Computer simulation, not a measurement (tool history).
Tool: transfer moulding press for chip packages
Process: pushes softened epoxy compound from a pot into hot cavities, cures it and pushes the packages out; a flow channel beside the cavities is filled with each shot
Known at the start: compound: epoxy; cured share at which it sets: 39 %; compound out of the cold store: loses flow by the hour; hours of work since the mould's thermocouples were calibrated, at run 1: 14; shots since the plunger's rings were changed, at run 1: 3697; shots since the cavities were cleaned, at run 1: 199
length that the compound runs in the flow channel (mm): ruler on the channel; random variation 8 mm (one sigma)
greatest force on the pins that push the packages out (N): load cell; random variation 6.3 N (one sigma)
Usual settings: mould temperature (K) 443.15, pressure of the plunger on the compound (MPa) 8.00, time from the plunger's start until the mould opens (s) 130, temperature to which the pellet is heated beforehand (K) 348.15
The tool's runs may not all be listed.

| run | hour | mould temperature (K) | pressure of the plunger on the compound (MPa) | time from the plunger's start until the mould opens (s) | temperature to which the pellet is heated beforehand (K) | hours of work since the mould's thermocouples were calibrated | shots since the plunger's rings were changed | shots since the cavities were cleaned | incoming compound's hours out of the cold store | length that the compound runs in the flow channel (mm) | greatest force on the pins that push the packages out (N) |
|---|---|---|---|---|---|---|---|---|---|---|---|
| 1 | 0.0 | 443.15 | 8.00 | 130 | 348.15 | 14 | 3697 | 199 | 15.5 | 812 | 272 |
|  | 6.7 | plunger's sealing rings changed |
| 2 | 23.7 | 443.15 | 8.00 | 130 | 348.15 | 27 | 162 | 401 | 46.0 | 776 | 298 |
| 3 | 47.6 | 443.15 | 8.00 | 130 | 348.15 | 43 | 390 | 629 | 8.2 | 917 | 342 |
|  | 53.2 | cavities cleaned with cleaning compound and waxed |
| 4 | 65.6 | 443.15 | 8.00 | 130 | 348.15 | 54 | 547 | 118 | 36.5 | 805 | 375 |
| 5 | 84.7 | 443.15 | 8.00 | 143 | 348.15 | 66 | 730 | 301 | 25.8 | 850 | 360 |
| 6 | 104.4 | 443.15 | 8.00 | 143 | 348.15 | 79 | 917 | 488 | 46.7 | 750 | 377 |
|  | 125.1 | cavities cleaned with cleaning compound and waxed |
| 7 | 130.1 | 443.15 | 8.00 | 135 | 348.15 | 95 | 1148 | 47 | 37.5 | 787 | 246 |
| 8 | 153.0 | 443.15 | 8.00 | 130 | 348.15 | 110 | 1367 | 266 | 16.8 | 868 | 290 |
| 9 | 173.7 | 443.15 | 8.17 | 130 | 348.15 | 123 | 1565 | 464 | 40.5 | 785 | 316 |
|  | 190.9 | cavities cleaned with cleaning compound and waxed, once more |
| 10 | 200.0 | 443.15 | 8.17 | 130 | 348.15 | 139 | 1801 | 86 | 17.4 | 869 | 268 |
| 11 | 214.0 | 441.15 | 8.17 | 130 | 348.15 | 148 | 1935 | 220 | 35.5 | 801 | 288 |
| 12 | 239.3 | 441.15 | 8.74 | 130 | 348.15 | 165 | 2176 | 461 | 9.5 | 935 | 346 |
| 13 | 256.3 | 441.15 | 8.74 | 130 | 348.15 | 176 | 2339 | 624 | 17.1 | 915 | 375 |
|  | 263.5 | cavities cleaned with cleaning compound and waxed |
| 14 | 269.2 | 443.15 | 8.00 | 130 | 348.15 | 183 | 2447 | 55 | 15.0 | 843 | 250 |
| 15 | 287.2 | 443.15 | 8.00 | 130 | 348.15 | 195 | 2619 | 227 | 14.2 | 876 | 285 |
| 16 | 310.9 | 443.15 | 8.00 | 114 | 348.15 | 211 | 2845 | 453 | 46.4 | 722 | 347 |
| 17 | 326.2 | 439.15 | 8.79 | 110 | 348.15 | 221 | 2991 | 599 | 33.7 | 832 | 489 |
|  | 335.8 | cavities cleaned with cleaning compound and waxed |
| 18 | 342.7 | 443.15 | 8.00 | 129 | 348.15 | 230 | 3134 | 66 | 38.6 | 749 | 264 |
| 19 | 367.6 | 439.15 | 8.00 | 144 | 348.15 | 247 | 3371 | 303 | 20.9 | 833 | 310 |
| 20 | 393.0 | 439.15 | 8.00 | 144 | 348.15 | 263 | 3613 | 545 | 13.4 | 855 | 350 |
|  | 408.8 | plunger's sealing rings changed |
|  | 410.3 | cavities cleaned with cleaning compound and waxed |
| 21 | 422.0 | 443.15 | 8.96 | 135 | 348.15 | 279 | 112 | 112 | 19.3 | 918 | 273 |
| 22 | 441.4 | 443.15 | 8.96 | 135 | 348.15 | 292 | 298 | 298 | 45.2 | 807 | 280 |
| 23 | 464.2 | 448.15 | 8.18 | 135 | 348.15 | 307 | 515 | 515 | 20.1 | 844 | 289 |
| 24 | 477.9 | 448.15 | 8.66 | 130 | 343.15 | 316 | 645 | 645 | 44.2 | 786 | 319 |
|  | 482.1 | cavities cleaned with cleaning compound and waxed |
| 25 | 498.1 | 443.15 | 6.42 | 130 | 343.15 | 328 | 824 | 153 | 20.6 | 759 | 277 |
| 26 | 510.6 | 446.15 | 8.00 | 130 | 348.15 | 336 | 943 | 272 | 34.0 | 784 | 275 |
| 27 | 527.0 | 443.15 | 6.28 | 130 | 348.15 | 347 | 1100 | 429 | 11.8 | 805 | 326 |
| 28 | 542.3 | 443.15 | 6.28 | 130 | 348.15 | 357 | 1245 | 574 | 41.5 | 684 | 330 |

Forecast each of these 4 alternatives for the next run:
|  | 553.9 | cavities cleaned with cleaning compound and waxed |
| A | 554.2 | 443.15 | 6.28 | 130 | 349.15 | 364 | 1344 | 2 | 11.5 | ? | ? |
|  | 553.9 | cavities cleaned with cleaning compound and waxed |
| B | 554.2 | 440.15 | 7.70 | 169 | 348.15 | 364 | 1344 | 2 | 39.2 | ? | ? |
|  | 553.9 | cavities cleaned with cleaning compound and waxed |
| C | 554.2 | 435.15 | 6.28 | 130 | 343.15 | 364 | 1344 | 2 | 36.6 | ? | ? |
|  | 553.9 | cavities cleaned with cleaning compound and waxed |
| D | 554.2 | 449.15 | 7.74 | 138 | 348.15 | 364 | 1344 | 2 | 17.9 | ? | ? |

| run | length that the compound runs in the flow channel (mm) | greatest force on the pins that push the packages out (N) |
|---|---|---|
| A | 791 | 245 |
| B | 775 | 227 |
| C | 732 | 382 |
| D | 820 | 222 |
Without the tool's hidden state the same runs would have given:
| run | length that the compound runs in the flow channel (mm) | greatest force on the pins that push the packages out (N) |
|---|---|---|
| A | 813 | 234 |
| B | 796 | 218 |
| C | 752 | 363 |
| D | 842 | 214 |

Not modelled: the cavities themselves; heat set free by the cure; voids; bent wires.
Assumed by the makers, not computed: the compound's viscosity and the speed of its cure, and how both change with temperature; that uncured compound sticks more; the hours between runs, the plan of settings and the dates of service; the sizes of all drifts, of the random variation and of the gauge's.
